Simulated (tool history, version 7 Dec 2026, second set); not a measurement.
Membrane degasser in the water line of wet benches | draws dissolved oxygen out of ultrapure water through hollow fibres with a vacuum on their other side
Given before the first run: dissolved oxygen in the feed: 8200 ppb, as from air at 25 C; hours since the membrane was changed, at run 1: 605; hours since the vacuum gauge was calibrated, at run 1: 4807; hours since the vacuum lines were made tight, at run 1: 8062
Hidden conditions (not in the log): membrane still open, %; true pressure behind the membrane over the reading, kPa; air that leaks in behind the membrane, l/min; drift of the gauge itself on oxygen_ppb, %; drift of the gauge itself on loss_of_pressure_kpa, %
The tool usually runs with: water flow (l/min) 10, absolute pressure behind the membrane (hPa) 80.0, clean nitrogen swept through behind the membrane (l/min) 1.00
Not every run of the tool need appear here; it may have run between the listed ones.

run	hour	water flow (l/min)	absolute pressure behind the membrane (hPa)	clean nitrogen swept through behind the membrane (l/min)	hours since the membrane was changed	hours since the vacuum gauge was calibrated	hours since the vacuum lines were made tight	dissolved oxygen in the water behind the degasser (ppb)	pressure that the water loses in the fibres (hPa)
1	0.0	10	80.0	1.00	605	4807	8062	174.3	318.8
2	54.1	10	116.8	1.00	659	4861	8116	258.4	319.3
3	79.0	10	121.8	1.00	684	4886	8141	273.6	317.4
4	113.8	10	80.0	2.02	719	4921	8176	119.9	319.0
# hour 117.2: vacuum gauge calibrated
5	162.5	11	80.0	2.02	767	45	8224	147.8	347.6
6	217.0	11	80.0	2.02	822	100	8279	151.0	351.6
7	266.9	11	80.0	2.02	871	150	8328	149.8	349.4
8	299.0	11	80.0	2.02	904	182	8361	150.2	348.4
9	326.0	7	155.8	0.48	931	209	8387	426.7	224.3
10	367.9	7	155.8	0.48	972	251	8429	436.4	220.5
11	397.0	12	101.0	2.08	1002	280	8458	205.8	381.3
12	423.7	12	54.9	1.55	1028	306	8485	156.1	380.0
# hour 439.8: vacuum gauge calibrated, once more
13	449.8	8	120.3	1.00	1054	10	8511	193.3	254.7
14	479.1	8	120.3	1.00	1083	39	8540	193.7	254.3

Had the tool no unlogged condition, and each run kept its random variation, what would the results have been?
run	dissolved oxygen in the water behind the degasser (ppb)	pressure that the water loses in the fibres (hPa)
1	167.0	317.6
2	249.7	318.0
3	264.6	316.1
4	115.1	317.6
5	141.0	346.0
6	143.9	349.9
7	142.6	347.6
8	143.0	346.6
9	408.7	223.1
10	417.9	219.3
11	197.3	379.1
12	146.8	377.7
13	189.8	253.1
14	190.1	252.7
